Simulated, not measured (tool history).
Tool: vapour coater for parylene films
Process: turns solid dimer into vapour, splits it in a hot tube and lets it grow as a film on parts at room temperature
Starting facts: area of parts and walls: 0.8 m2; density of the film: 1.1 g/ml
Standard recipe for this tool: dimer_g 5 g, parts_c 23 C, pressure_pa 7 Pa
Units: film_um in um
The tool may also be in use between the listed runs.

run	hour	dimer_g	parts_c	pressure_pa	film_um
1	0	5	23	7	4.11
2	64.6	5	23	7	4
3	116.6	5	23	7	4.06
4	151	2	23	7	1.64
5	202.6	2	23	7	1.6
6	248.3	2	23	7	1.61
# hour 278.3: trap's valve overhauled
7	287.9	2	23	7	1.65
8	352	2	23	7	1.64
9	378.9	2	23	7	1.61
10	433.2	2	23	7	1.63
11	476.3	7	23	7	5.64
12	536.8	7	23	7	5.69
13	566	4	23	7	3.2
14	623.8	5	23	4.26	4.49
15	657.1	5	23	4.26	4.48
16	701	2	24	7	1.56
17	753.7	5	18	7	4.83
18	801.4	5	23	5.97	4.26
19	829.9	5	23	5.83	4.16
20	864.9	5	23	5.83	4.24
21	898.1	5	33	2.82	3.53
22	938.3	3	33	7.98	1.63
23	965.9	5	15	10.11	4.88
24	1011.4	5	15	10.11	4.94
25	1061.5	5	15	10.11	4.98
26	1112.1	5	24	4.74	4.3
27	1176.5	5	24	3.01	4.71

What if the next run were any one of these 3? Each begins from the tool's condition after run 27:
A	1237	5	24	2.17	?
B	1237	4	33	8.21	?
C	1237	3	32	3.01	?

run	film_um
A	5.07
B	2.2
C	2.11
With no hidden state in the tool, these same runs would have given:
run	film_um
A	5.09
B	2.21
C	2.12

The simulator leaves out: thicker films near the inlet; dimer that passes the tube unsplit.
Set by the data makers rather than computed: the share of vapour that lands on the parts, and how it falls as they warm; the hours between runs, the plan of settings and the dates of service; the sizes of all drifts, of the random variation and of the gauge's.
